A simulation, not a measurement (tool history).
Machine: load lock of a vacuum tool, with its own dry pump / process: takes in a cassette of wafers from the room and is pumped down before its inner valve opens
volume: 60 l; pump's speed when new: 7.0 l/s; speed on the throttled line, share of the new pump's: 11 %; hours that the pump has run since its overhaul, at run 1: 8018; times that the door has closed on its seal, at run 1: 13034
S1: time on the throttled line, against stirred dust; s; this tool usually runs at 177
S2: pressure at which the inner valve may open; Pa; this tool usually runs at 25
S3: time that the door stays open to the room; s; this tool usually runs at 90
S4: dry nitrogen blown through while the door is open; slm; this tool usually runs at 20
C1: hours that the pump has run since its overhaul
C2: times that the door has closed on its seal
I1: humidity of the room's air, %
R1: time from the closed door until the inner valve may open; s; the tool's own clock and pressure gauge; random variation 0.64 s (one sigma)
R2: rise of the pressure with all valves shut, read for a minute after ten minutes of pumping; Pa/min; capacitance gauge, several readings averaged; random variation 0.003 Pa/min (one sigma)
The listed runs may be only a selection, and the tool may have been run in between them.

Run 1, hour 0.0: usual settings; C1 8018; C2 13034; I1 46.8. Result: R1 235.7 s, R2 0.042 Pa/min.
Run 2, hour 430.4: usual settings; C1 8449; C2 14117; I1 46.8. Result: R1 236.7 s, R2 0.040 Pa/min.
Run 3, hour 958.3: usual settings; C1 8977; C2 15445; I1 42.3. Result: R1 235.8 s, R2 0.040 Pa/min.
Run 4, hour 1357.6: usual settings but S2 31 Pa; C1 9376; C2 16449; I1 43.1. Result: R1 235.0 s, R2 0.045 Pa/min.
Run 5, hour 1766.3: usual settings but S2 31 Pa; C1 9785; C2 17478; I1 47.5. Result: R1 234.4 s, R2 0.050 Pa/min.
Run 6, hour 2000.3: usual settings but S2 31 Pa; C1 10019; C2 18066; I1 45.4. Result: R1 234.8 s, R2 0.051 Pa/min.
Run 7, hour 2300.0: usual settings but S2 31 Pa; C1 10318; C2 18820; I1 45.4. Result: R1 236.6 s, R2 0.055 Pa/min.
Run 8, hour 2638.2: usual settings but S2 31 Pa; C1 10657; C2 19671; I1 43.9. Result: R1 236.3 s, R2 0.055 Pa/min.
Run 9, hour 3152.1: usual settings; C1 11171; C2 20964; I1 44.7. Result: R1 237.7 s, R2 0.051 Pa/min.
Run 10, hour 3432.4: usual settings; C1 11451; C2 21669; I1 48.2. Result: R1 240.0 s, R2 0.061 Pa/min.
Run 11, hour 3897.1: usual settings; C1 11915; C2 22839; I1 49.2. Result: R1 240.1 s, R2 0.063 Pa/min.
Run 12, hour 4361.7: usual settings but S1 161 s, S3 29 s; C1 12380; C2 24008; I1 44.1. Result: R1 225.7 s, R2 0.056 Pa/min.
Run 13, hour 4870.7: usual settings but S1 161 s, S3 29 s; C1 12889; C2 25288; I1 43.1. Result: R1 226.3 s, R2 0.062 Pa/min.
Run 14, hour 5135.6: usual settings but S1 161 s, S2 31 Pa, S3 29 s; C1 13154; C2 25955; I1 44.7. Result: R1 225.0 s, R2 0.068 Pa/min.
Run 15, hour 5449.8: usual settings but S3 192 s; C1 13468; C2 26745; I1 44.7. Result: R1 239.8 s, R2 0.084 Pa/min.
Run 16, hour 5792.3: usual settings but S3 192 s; C1 13811; C2 27607; I1 44.7. Result: R1 241.8 s, R2 0.078 Pa/min.
Run 17, hour 6062.2: usual settings but S2 23 Pa, S3 192 s; C1 14081; C2 28286; I1 44.3. Result: R1 242.7 s, R2 0.086 Pa/min.
Run 18, hour 6571.7: usual settings but S2 23 Pa, S3 192 s; C1 14590; C2 29568; I1 45.5. Result: R1 242.4 s, R2 0.093 Pa/min.
Run 19, hour 7018.0: usual settings but S2 19 Pa, S3 107 s, S4 4 slm; C1 15036; C2 30691; I1 43.5. Result: R1 244.8 s, R2 0.095 Pa/min.
Run 20, hour 7483.0: usual settings but S1 121 s, S2 31 Pa, S3 178 s; C1 15501; C2 31861; I1 47.8. Result: R1 191.1 s, R2 0.096 Pa/min.
Run 21, hour 7901.1: usual settings but S2 18 Pa, S4 5 slm; C1 15920; C2 32913; I1 47.3. Result: R1 246.0 s, R2 0.112 Pa/min.
Run 22, hour 8306.4: usual settings but S2 18 Pa, S4 5 slm; C1 16325; C2 33933; I1 45.3. Result: R1 247.2 s, R2 0.114 Pa/min.

Alternative continuations, all from the tool just after run 22; predict every row:
Run A, hour 8745.1: usual settings but S3 38 s, S4 4 slm; C1 16763; C2 35036; I1 45.6. Result: R1 ?, R2 ?.
Run B, hour 8745.1: usual settings but S2 18 Pa, S3 69 s, S4 5 slm; C1 16763; C2 35036; I1 45.8. Result: R1 ?, R2 ?.
Run C, hour 8745.1: usual settings but S2 18 Pa, S3 29 s, S4 7 slm; C1 16763; C2 35036; I1 43.7. Result: R1 ?, R2 ?.
Run D, hour 8745.1: usual settings but S1 305 s, S2 18 Pa, S3 77 s, S4 40 slm; C1 16763; C2 35036; I1 44.6. Result: R1 ?, R2 ?.

run     R1     R2
  A  243.2  0.108
  B  247.1  0.114
  C  248.5  0.093
  D  356.6  0.086
With no hidden state in the tool, these same runs would have given:
run     R1     R2
  A  228.5  0.034
  B  231.5  0.041
  C  232.8  0.022
  D  345.1  0.013

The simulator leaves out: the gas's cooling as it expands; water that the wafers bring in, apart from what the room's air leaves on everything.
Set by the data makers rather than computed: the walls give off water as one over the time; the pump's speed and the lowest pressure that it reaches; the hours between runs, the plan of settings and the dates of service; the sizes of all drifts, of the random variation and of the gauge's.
